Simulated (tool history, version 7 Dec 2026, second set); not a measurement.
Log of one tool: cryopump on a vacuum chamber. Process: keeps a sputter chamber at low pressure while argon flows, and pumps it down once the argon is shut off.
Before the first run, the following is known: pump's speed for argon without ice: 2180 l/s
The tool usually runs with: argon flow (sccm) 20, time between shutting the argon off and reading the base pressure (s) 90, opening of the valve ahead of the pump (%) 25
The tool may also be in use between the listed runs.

run	day	argon flow (sccm)	time between shutting the argon off and reading the base pressure (s)	opening of the valve ahead of the pump (%)	pressure while argon flows (Pa)	pressure after the wait (uPa)
1	0.000	20	90	25	0.0656	0.90
2	0.908	20	90	25	0.0659	0.96
3	1.738	20	48	25	0.0655	1.59
4	2.221	20	90	26	0.0636	0.98
5	2.967	20	90	25	0.0660	0.96
6	3.792	20	90	25	0.0657	1.00
7	4.683	20	90	25	0.0661	1.01
8	5.379	20	90	25	0.0666	1.03
9	6.146	20	90	25	0.0649	1.02
10	7.050	20	90	25	0.0662	1.08
11	7.912	20	47	25	0.0665	1.73
12	8.771	20	47	25	0.0665	1.75
13	9.558	20	47	25	0.0683	1.69
14	10.533	20	47	25	0.0669	1.74
15	10.988	14	90	25	0.0460	1.12
16	11.821	14	90	25	0.0477	1.02
17	12.546	20	90	25	0.0665	1.12
18	13.508	20	90	25	0.0681	1.10
19	14.438	22	39	20	0.0912	1.99
20	15.029	29	55	29	0.0867	1.55
# day 15.562: pump warmed up, emptied and cooled again
21	15.992	20	90	43	0.0371	1.01
22	16.654	20	66	22	0.0702	1.29
23	17.121	20	66	22	0.0715	1.30
24	17.875	34	215	23	0.1155	0.63
25	18.579	34	215	23	0.1158	0.61
26	19.004	14	215	60	0.0179	0.66
27	19.608	38	215	21	0.1417	0.66
28	20.492	38	215	21	0.1419	0.65
29	21.100	20	54	25	0.0632	1.52
30	22.025	22	54	25	0.0709	1.53
31	22.721	22	227	37	0.0477	0.67
32	23.171	20	90	19	0.0835	1.07
33	23.850	22	210	25	0.0700	0.70

Forecast each of these 5 alternatives for the next run:
A	24.450	13	90	21	?	?
B	24.450	22	93	25	?	?
C	24.450	20	61	25	?	?
D	24.450	35	210	25	?	?
E	24.450	18	210	25	?	?

run	pressure while argon flows (Pa)	pressure after the wait (uPa)
A	0.0491	1.08
B	0.0706	1.05
C	0.0630	1.45
D	0.1109	0.70
E	0.0577	0.67
Without the tool's hidden state the same runs would have given:
run	pressure while argon flows (Pa)	pressure after the wait (uPa)
A	0.0480	0.83
B	0.0688	0.80
C	0.0614	1.20
D	0.1080	0.44
E	0.0562	0.43

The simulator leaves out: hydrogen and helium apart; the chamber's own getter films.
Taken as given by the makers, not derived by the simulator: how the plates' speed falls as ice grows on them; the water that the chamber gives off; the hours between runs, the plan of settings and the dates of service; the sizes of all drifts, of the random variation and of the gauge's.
